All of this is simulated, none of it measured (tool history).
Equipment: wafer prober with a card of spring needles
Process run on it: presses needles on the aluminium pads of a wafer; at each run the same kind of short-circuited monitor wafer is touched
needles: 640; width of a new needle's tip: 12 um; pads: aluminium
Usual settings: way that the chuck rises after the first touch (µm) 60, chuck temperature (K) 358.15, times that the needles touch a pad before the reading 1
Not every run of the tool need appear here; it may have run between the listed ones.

run   hour  way that the chuck rises after the first touch (µm)  chuck temperature (K)  times that the needles touch a pad before the reading  resistance of one needle with its contact and lead (mohm)  way that a needle slides on the pad (µm)
  1    0.0                                                   60                 358.15                                                      1                                                        213                                      9.93
       2.0  -- height of the first contact set anew
       5.1  -- tips cleaned on abrasive film
  2    6.9                                                   60                 358.15                                                      1                                                        263                                     10.08
       9.7  -- tips cleaned on abrasive film
      14.5  -- tips cleaned on abrasive film
  3   18.3                                                   60                 358.15                                                      1                                                        312                                     10.16
      19.1  -- tips cleaned on abrasive film
      23.5  -- tips cleaned on abrasive film
  4   24.1                                                   60                 358.15                                                      1                                                        218                                     10.11
      28.2  -- tips cleaned on abrasive film
      32.8  -- tips cleaned on abrasive film
  5   33.9                                                   60                 358.15                                                      1                                                        238                                     10.04
      37.5  -- tips cleaned on abrasive film
      42.1  -- tips cleaned on abrasive film
  6   43.8                                                   56                 358.15                                                      1                                                        274                                      9.37
      46.7  -- tips cleaned on abrasive film
      51.6  -- tips cleaned on abrasive film
  7   51.8                                                   56                 358.15                                                      1                                                        219                                      9.35
      56.3  -- tips cleaned on abrasive film
      61.0  -- tips cleaned on abrasive film
  8   61.1                                                   56                 358.15                                                      1                                                        206                                      9.33
      65.5  -- tips cleaned on abrasive film
  9   67.5                                                   79                 358.15                                                      1                                                        245                                     13.19
      69.8  -- tips cleaned on abrasive film
      74.2  -- tips cleaned on abrasive film
 10   75.6                                                   79                 363.15                                                      2                                                        211                                     13.20
      78.8  -- tips cleaned on abrasive film
      83.8  -- tips cleaned on abrasive film
 11   85.0                                                   68                 317.15                                                      1                                                        230                                     11.28
      88.2  -- tips cleaned on abrasive film
      93.1  -- tips cleaned on abrasive film
 12   94.7                                                   68                 303.15                                                      3                                                        206                                     11.34
      98.0  -- tips cleaned on abrasive film
 13  100.4                                                   66                 330.15                                                      1                                                        261                                     11.00
     102.4  -- tips cleaned on abrasive film
 14  105.2                                                   66                 330.15                                                      1                                                        282                                     10.90
     106.8  -- tips cleaned on abrasive film
     111.2  -- tips cleaned on abrasive film
     113.3  -- height of the first contact set anew
     116.0  -- tips cleaned on abrasive film
 15  116.0                                                   65                 386.15                                                      2                                                        212                                     10.97
     120.6  -- tips cleaned on abrasive film
 16  124.6                                                   63                 386.15                                                      2                                                        261                                     10.65
     125.2  -- tips cleaned on abrasive film
     129.6  -- tips cleaned on abrasive film
 17  130.1                                                   76                 331.15                                                      1                                                        207                                     12.82

4 options for the next run, each taken on its own from the tool as it stands now. Forecast them:
     134.3  -- tips cleaned on abrasive film
     138.7  -- tips cleaned on abrasive film
  A  139.6                                                   76                 323.15                                                      1                                                          ?                                         ?
     134.3  -- tips cleaned on abrasive film
     138.7  -- tips cleaned on abrasive film
  B  139.6                                                   76                 304.15                                                      1                                                          ?                                         ?
     134.3  -- tips cleaned on abrasive film
     138.7  -- tips cleaned on abrasive film
  C  139.6                                                   66                 303.15                                                      2                                                          ?                                         ?
     134.3  -- tips cleaned on abrasive film
     138.7  -- tips cleaned on abrasive film
  D  139.6                                                   54                 358.15                                                      1                                                          ?                                         ?

run  resistance of one needle with its contact and lead (mohm)  way that a needle slides on the pad (µm)
  A                                                        211                                     12.76
  B                                                        205                                     12.79
  C                                                        204                                     11.09
  D                                                        240                                      9.09
Take away the tool's hidden state, keep each run's random variation, and the runs would have read:
run  resistance of one needle with its contact and lead (mohm)  way that a needle slides on the pad (µm)
  A                                                        185                                     12.82
  B                                                        178                                     12.86
  C                                                        183                                     11.15
  D                                                        195                                      9.16
